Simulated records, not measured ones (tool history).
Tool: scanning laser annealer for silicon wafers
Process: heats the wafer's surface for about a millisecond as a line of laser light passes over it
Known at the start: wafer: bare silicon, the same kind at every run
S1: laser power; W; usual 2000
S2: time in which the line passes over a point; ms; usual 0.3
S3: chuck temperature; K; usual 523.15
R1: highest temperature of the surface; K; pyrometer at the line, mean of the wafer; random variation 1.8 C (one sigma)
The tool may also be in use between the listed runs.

run 1 day=0 | S1=2000 S2=0.3 S3=523.15 | R1=1304.15
run 2 day=1.954 | S1=2000 S2=0.3 S3=523.15 | R1=1298.15
run 3 day=3.904 | S1=2000 S2=0.3 S3=523.15 | R1=1297.15
run 4 day=5.917 | S1=2000 S2=0.3 S3=523.15 | R1=1291.15
run 5 day=8.012 | S1=1971 S2=0.3 S3=523.15 | R1=1272.15
run 6 day=9.667 | S1=1971 S2=0.3 S3=523.15 | R1=1273.15
run 7 day=11.733 | S1=1971 S2=0.3 S3=523.15 | R1=1265.15
-- day=12.05 laser's power meter calibrated
run 8 day=13.008 | S1=1971 S2=0.3 S3=523.15 | R1=1268.15
run 9 day=14.325 | S1=2065 S2=0.3 S3=538.15 | R1=1311.15
run 10 day=15.804 | S1=1744 S2=0.292 S3=523.15 | R1=1161.15
-- day=16.421 window over the wafer cleaned
-- day=16.679 laser's power meter calibrated, once more
run 11 day=17.404 | S1=2117 S2=0.233 S3=544.15 | R1=1260.15
run 12 day=19.483 | S1=2117 S2=0.233 S3=544.15 | R1=1255.15

Run 13 comes next. What will it give?
run 13 day=20.917 | S1=2186 S2=0.233 S3=529.15 | R1=?

{"run 13": {"R1": 1263.15}}
Without the tool's hidden state the same run would have given R1 1281.15 K.
